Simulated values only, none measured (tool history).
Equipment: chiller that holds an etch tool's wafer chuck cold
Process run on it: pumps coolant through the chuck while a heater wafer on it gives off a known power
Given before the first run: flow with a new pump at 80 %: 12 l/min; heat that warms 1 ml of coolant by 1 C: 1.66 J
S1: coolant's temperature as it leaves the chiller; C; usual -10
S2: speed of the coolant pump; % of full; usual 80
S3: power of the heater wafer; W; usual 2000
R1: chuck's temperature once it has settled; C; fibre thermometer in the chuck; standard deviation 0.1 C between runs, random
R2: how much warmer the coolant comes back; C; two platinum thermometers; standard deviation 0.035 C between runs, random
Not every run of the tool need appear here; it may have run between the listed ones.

Run 1, day 0: usual settings. Result: R1 8.6 C, R2 5.98 C.
Run 2, day 5.012: usual settings. Result: R1 8.4 C, R2 6.01 C.
Run 3, day 9.788: usual settings. Result: R1 8.5 C, R2 6.07 C.
Run 4, day 15.608: usual settings. Result: R1 8.5 C, R2 6.05 C.
Run 5, day 23.825: usual settings but S2 66 % of full. Result: R1 11.9 C, R2 7.4 C.
Run 6, day 30.312: usual settings but S2 66 % of full. Result: R1 11.9 C, R2 7.4 C.
Run 7, day 35.071: usual settings but S2 66 % of full. Result: R1 11.9 C, R2 7.36 C.
Run 8, day 39.704: usual settings but S2 66 % of full. Result: R1 11.8 C, R2 7.39 C.
Run 9, day 45.25: usual settings but S2 66 % of full. Result: R1 11.8 C, R2 7.35 C.
Run 10, day 52.246: usual settings but S1 -7 C. Result: R1 11.5 C, R2 6.04 C.
Run 11, day 61.633: usual settings but S1 -7 C. Result: R1 11.4 C, R2 6.07 C.
Run 12, day 65.8: usual settings. Result: R1 8.6 C, R2 5.98 C.
Run 13, day 69.817: usual settings. Result: R1 8.3 C, R2 6.04 C.
Run 14, day 75.158: usual settings. Result: R1 8.4 C, R2 6.04 C.
Run 15, day 84.308: usual settings but S3 2145 W. Result: R1 9.8 C, R2 6.49 C.
Run 16, day 92.096: usual settings but S3 1123 W. Result: R1 0.4 C, R2 3.36 C.
Run 17, day 100.892: usual settings but S3 1123 W. Result: R1 0.5 C, R2 3.4 C.
Run 18, day 106.783: usual settings but S1 -9 C, S2 95 % of full, S3 2553 W. Result: R1 11.5 C, R2 6.4 C.
Run 19, day 114.662: usual settings but S2 86 % of full, S3 1484 W. Result: R1 3 C, R2 4.1 C.
Run 20, day 123.279: usual settings but S2 68 % of full. Result: R1 11.3 C, R2 7.13 C.
Run 21, day 132.021: usual settings but S2 68 % of full. Result: R1 11.2 C, R2 7.11 C.
Run 22, day 138.271: usual settings but S2 84 % of full, S3 1085 W. Result: R1 -0.4 C, R2 3.11 C.
Run 23, day 144.688: usual settings but S1 -14 C, S2 79 % of full, S3 1085 W. Result: R1 -3.9 C, R2 3.3 C.
Run 24, day 150.092: usual settings but S1 0 C, S2 85 % of full, S3 1594 W. Result: R1 14.1 C, R2 4.55 C.
Run 25, day 156.35: usual settings but S1 -3 C, S2 85 % of full, S3 1594 W. Result: R1 11 C, R2 4.48 C.
Run 26, day 165.029: usual settings but S1 -12 C. Result: R1 6.5 C, R2 6.03 C.
Run 27, day 174.075: usual settings but S1 -12 C. Result: R1 6.7 C, R2 6.03 C.
Run 28, day 181.758: usual settings but S1 -12 C, S2 76 % of full. Result: R1 7.2 C, R2 6.35 C.
Run 29, day 186.042: usual settings but S1 -2 C, S2 85 % of full, S3 1696 W. Result: R1 13.1 C, R2 4.86 C.
Run 30, day 194.983: usual settings but S1 -2 C, S2 95 % of full, S3 1696 W. Result: R1 11.6 C, R2 4.28 C.
Run 31, day 202.112: usual settings but S2 62 % of full. Result: R1 13 C, R2 7.84 C.
Run 32, day 207.604: usual settings but S2 62 % of full. Result: R1 13.1 C, R2 7.82 C.

Not shown: 1 entry that the log had between the listed runs. Between which runs, and how does the tool's hidden state differ before and after?
In the gap between runs 14 and 15: chiller's thermometer calibrated (day 83.142)
  flow at a given pump speed, % of a new pump's: 100 -> 99.9
